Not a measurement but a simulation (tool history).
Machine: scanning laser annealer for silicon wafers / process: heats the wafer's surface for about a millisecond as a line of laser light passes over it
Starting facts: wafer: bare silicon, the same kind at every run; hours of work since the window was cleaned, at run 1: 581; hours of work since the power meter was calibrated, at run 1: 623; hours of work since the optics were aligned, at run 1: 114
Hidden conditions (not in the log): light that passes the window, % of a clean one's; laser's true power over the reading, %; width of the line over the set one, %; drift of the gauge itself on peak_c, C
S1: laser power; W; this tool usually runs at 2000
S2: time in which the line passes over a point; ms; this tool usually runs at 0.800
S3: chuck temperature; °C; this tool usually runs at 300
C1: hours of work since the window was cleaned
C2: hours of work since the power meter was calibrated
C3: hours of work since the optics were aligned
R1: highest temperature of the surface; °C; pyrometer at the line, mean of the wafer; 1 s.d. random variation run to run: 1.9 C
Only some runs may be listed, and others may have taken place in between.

run   hour    S1     S2   S3   C1   C2   C3    R1
  1    0.0  2000  0.800  300  581  623  114  1067
  2   18.8  2000  0.800  300  595  636  128  1065
  3   37.7  2000  0.800  300  608  650  141  1061
  4   55.1  2000  0.800  300  621  662  154  1062
  5   88.0  2000  0.800  300  644  686  177  1062
  6  114.2  2000  0.800  300  663  705  196  1056
  7  146.8  2000  0.800  300  687  728  220  1056
     152.8  -- window over the wafer cleaned
  8  180.9  2000  0.800  300   20  751  243  1030
  9  205.5  2168  0.985  309   38  769  260  1191
     213.8  -- window over the wafer cleaned, once more
 10  228.7  2000  0.664  265   11  784  276   987
 11  251.8  2085  0.600  291   27  801  292  1018
 12  278.2  1868  0.608  276   46  820  311   915
 13  304.0  1868  0.608  276   65  838  330   915
 14  329.3  1813  0.705  300   83  856  348   958
 15  355.7  1756  0.800  305  102  876  367   978

4 options for the next run, each taken on its own from the tool as it stands now. Forecast them:
  A  371.5  1756  0.808  305  113  887  378   ?
  B  371.5  2179  0.800  325  113  887  378   ?
  C  371.5  1756  0.700  269  113  887  378   ?
  D  371.5  1854  0.849  305  113  887  378   ?

run    R1
  A   981
  B  1193
  C   898
  D  1040
Without the tool's hidden state the same runs would have given:
run    R1
  A  1005
  B  1224
  C   921
  D  1066
